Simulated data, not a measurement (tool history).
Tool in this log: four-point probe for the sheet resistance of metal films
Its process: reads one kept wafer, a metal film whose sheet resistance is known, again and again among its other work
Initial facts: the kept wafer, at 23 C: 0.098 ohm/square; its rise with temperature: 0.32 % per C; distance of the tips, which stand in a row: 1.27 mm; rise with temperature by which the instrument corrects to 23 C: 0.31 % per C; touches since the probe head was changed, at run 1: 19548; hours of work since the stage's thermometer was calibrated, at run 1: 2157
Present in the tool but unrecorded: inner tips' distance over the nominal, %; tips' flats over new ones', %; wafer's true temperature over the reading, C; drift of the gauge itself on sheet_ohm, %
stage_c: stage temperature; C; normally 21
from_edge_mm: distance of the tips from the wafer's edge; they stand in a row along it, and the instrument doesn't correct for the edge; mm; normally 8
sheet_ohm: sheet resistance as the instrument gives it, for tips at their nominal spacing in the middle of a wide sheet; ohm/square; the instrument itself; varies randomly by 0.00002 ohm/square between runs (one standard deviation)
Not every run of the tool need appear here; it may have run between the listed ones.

run	day	stage_c	from_edge_mm	touches since the probe head was changed	hours of work since the stage's thermometer was calibrated	sheet_ohm
1	0.000	21	8	19548	2157	0.098965
2	2.200	21	8	20193	2187	0.098942
3	4.079	21	8	20744	2213	0.098931
4	5.350	21	8	21117	2230	0.098935
5	7.300	21	8	21689	2257	0.098923
6	10.179	21	8	22533	2297	0.098932
7	11.746	21	8	22992	2319	0.098926
8	14.292	33	8	23739	2354	0.099022
9	16.254	33	8	24315	2381	0.099043
10	18.142	21	8	24868	2407	0.098918
11	19.354	22	8	25224	2424	0.098926
12	20.796	22	8	25647	2444	0.098852
13	22.558	18	8	26163	2468	0.098840
14	24.983	18	8	26875	2501	0.098842
# day 27.117: stage's thermometer calibrated
15	27.846	21	8	27709	10	0.098765
16	29.258	21	8	28123	30	0.098756
# day 31.125: stage's thermometer calibrated, once more
17	32.017	21	8	28926	12	0.099022
18	33.892	24	50	29476	38	0.097779
19	35.608	21	23	29979	62	0.097868
20	37.000	25	8	30387	81	0.099071
21	39.346	25	8	31075	113	0.099039
22	42.204	25	8	31914	153	0.099046
23	44.483	22	72	32582	184	0.097719
24	46.733	19	27	33241	215	0.097768
25	48.942	33	69	33890	246	0.097844
26	51.538	24	25	34651	282	0.097857
27	54.300	30	27	35461	320	0.097839
28	56.425	25	25	36084	349	0.097859
29	58.662	22	58	36740	380	0.097680
30	61.562	21	22	37591	420	0.097841

What if the next run were any one of these 4? Each begins from the tool's condition after run 30:
A	63.083	27	5	38037	441	?
B	63.083	23	3	38037	441	?
C	63.083	21	8	38037	441	?
D	63.083	33	17	38037	441	?

run	sheet_ohm
A	0.101003
B	0.106225
C	0.098927
D	0.098054
What these runs would have given with no unlogged condition in the tool:
run	sheet_ohm
A	0.101347
B	0.106586
C	0.099266
D	0.098388
